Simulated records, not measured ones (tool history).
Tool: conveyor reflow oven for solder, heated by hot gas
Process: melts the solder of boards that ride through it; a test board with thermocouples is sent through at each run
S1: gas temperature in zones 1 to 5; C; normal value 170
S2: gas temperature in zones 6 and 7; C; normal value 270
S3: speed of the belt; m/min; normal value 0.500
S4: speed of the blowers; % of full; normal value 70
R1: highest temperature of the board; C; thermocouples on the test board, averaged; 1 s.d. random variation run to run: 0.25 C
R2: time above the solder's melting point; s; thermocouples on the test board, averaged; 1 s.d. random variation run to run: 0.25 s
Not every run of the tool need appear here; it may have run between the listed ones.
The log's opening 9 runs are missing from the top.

run     day   S1   S2     S3  S4     R1    R2
 10   8.688  170  270  0.549  70  250.9  54.4
 11   9.575  170  270  0.549  70  251.2  54.5
 12  10.792  170  270  0.549  70  250.8  54.2
 13  11.667  170  270  0.549  70  251.0  54.0
 14  12.512  170  272  0.549  70  252.5  54.7
 15  13.162  170  270  0.500  70  253.7  62.6
 16  14.133  170  270  0.500  70  253.7  62.4
     15.138  -- flux residue cleaned out of gas plates and filters
 17  15.138  181  264  0.572  58  246.2  51.6
 18  16.062  181  277  0.542  70  260.4  66.0
 19  16.733  183  271  0.406  84  264.7  94.0
 20  17.550  183  267  0.406  77  260.4  91.6
 21  18.175  183  269  0.500  82  257.7  71.8
 22  19.446  183  269  0.500  82  258.1  71.7
 23  20.646  170  280  0.500  76  265.0  70.4
 24  21.229  171  280  0.533  76  262.9  64.4
 25  22.012  171  280  0.533  76  262.5  64.6
 26  22.567  171  280  0.533  76  262.4  64.7
 27  23.146  163  270  0.458  70  256.6  68.7
 28  23.683  166  270  0.500  61  251.8  59.6
 29  24.738  166  281  0.428  61  267.2  82.4
 30  25.800  158  284  0.576  70  258.7  53.0
 31  26.842  158  284  0.431  70  270.3  81.0

4 ways to go on from here, each from the tool as it stands after run 31. What would each give?
  A  27.375  158  284  0.431  53   ?   ?
  B  27.375  157  267  0.500  70   ?   ?
  C  27.375  159  270  0.587  88   ?   ?
  D  27.375  158  280  0.514  70   ?   ?

run     R1    R2
  A  266.5  78.3
  B  249.6  54.1
  C  249.5  46.6
  D  260.0  61.2
The same runs, with their run-to-run variation unchanged, on a tool lacking any hidden condition would have given:
run     R1    R2
  A  267.1  78.5
  B  250.6  55.3
  C  251.0  48.1
  D  261.2  62.0
